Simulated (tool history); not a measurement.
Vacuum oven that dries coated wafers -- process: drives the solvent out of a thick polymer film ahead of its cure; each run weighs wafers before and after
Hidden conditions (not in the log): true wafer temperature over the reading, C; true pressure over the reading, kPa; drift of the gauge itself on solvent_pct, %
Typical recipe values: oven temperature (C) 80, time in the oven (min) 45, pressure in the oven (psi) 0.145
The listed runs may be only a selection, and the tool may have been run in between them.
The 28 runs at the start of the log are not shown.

run    hour  oven temperature (C)  time in the oven (min)  pressure in the oven (psi)  hours of work since the thermocouples were calibrated  hours of work since the vacuum gauge was cleaned of residue  solvent left in the film (%)
 29   976.2                    79                      28                       0.367                                                    200                                                         1490                          7.41
 30  1019.3                    79                      28                       0.367                                                    222                                                         1513                          7.11
 31  1053.6                    65                      45                       0.145                                                    240                                                         1530                          6.92
 32  1085.2                    74                      40                       0.193                                                    256                                                         1546                          5.27
 33  1119.2                    94                      63                       0.145                                                    273                                                         1564                          1.40
 34  1162.3                    94                      63                       0.145                                                    295                                                         1586                          1.32
 35  1191.4                    84                      33                       0.174                                                    310                                                         1601                          2.93
 36  1233.2                    91                      78                       0.405                                                    332                                                         1622                          4.18
 37  1276.5                    91                      26                       0.091                                                    354                                                         1644                          1.32
 38  1305.1                    91                      26                       0.091                                                    368                                                         1659                          1.30
 39  1337.7                    80                      45                       0.096                                                    385                                                         1676                          2.16

Each row is a separate what-if for the run after 39, all from the same tool condition, not one after another. Results?
  A  1387.1                    73                      45                       0.151                                                    410                                                         1701                             ?
  B  1387.1                    88                      37                       0.499                                                    410                                                         1701                             ?
  C  1387.1                    89                      45                       0.162                                                    410                                                         1701                             ?
  D  1387.1                    73                      45                       0.347                                                    410                                                         1701                             ?

run  solvent left in the film (%)
  A                          4.68
  B                          5.83
  C                          1.86
  D                          8.09
What these runs would have given with no unlogged condition in the tool:
run  solvent left in the film (%)
  A                          4.65
  B                          5.80
  C                          1.84
  D                          8.06

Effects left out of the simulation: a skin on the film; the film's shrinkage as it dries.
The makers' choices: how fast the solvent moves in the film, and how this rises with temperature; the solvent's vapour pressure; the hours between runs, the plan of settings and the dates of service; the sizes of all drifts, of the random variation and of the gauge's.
